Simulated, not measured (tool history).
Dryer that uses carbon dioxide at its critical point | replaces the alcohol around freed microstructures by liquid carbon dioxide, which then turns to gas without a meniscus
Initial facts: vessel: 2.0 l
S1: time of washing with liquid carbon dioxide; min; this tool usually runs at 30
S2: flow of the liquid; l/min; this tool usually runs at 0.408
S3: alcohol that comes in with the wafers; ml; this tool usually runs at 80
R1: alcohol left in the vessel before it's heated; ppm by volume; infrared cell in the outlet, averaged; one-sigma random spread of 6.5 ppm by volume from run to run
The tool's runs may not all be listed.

run 1 hour=0.0 | S1=30 S2=0.408 S3=80 | R1=485
run 2 hour=34.2 | S1=30 S2=0.408 S3=80 | R1=493
run 3 hour=66.6 | S1=30 S2=0.469 S3=80 | R1=370
run 4 hour=94.3 | S1=30 S2=0.469 S3=80 | R1=359
run 5 hour=114.7 | S1=30 S2=0.340 S3=80 | R1=929
run 6 hour=150.3 | S1=30 S2=0.408 S3=80 | R1=556
run 7 hour=179.6 | S1=31 S2=0.361 S3=80 | R1=740
run 8 hour=220.9 | S1=31 S2=0.361 S3=80 | R1=737

Run 9, settings as shown, results not yet in. Your forecast:
run 9 hour=249.3 | S1=19 S2=0.361 S3=50 | R1=?

For run 9 the tool returned R1 1979 ppm by volume.
On a tool with no hidden condition, and with the same random variation, this run would have come out at R1 1491 ppm by volume.
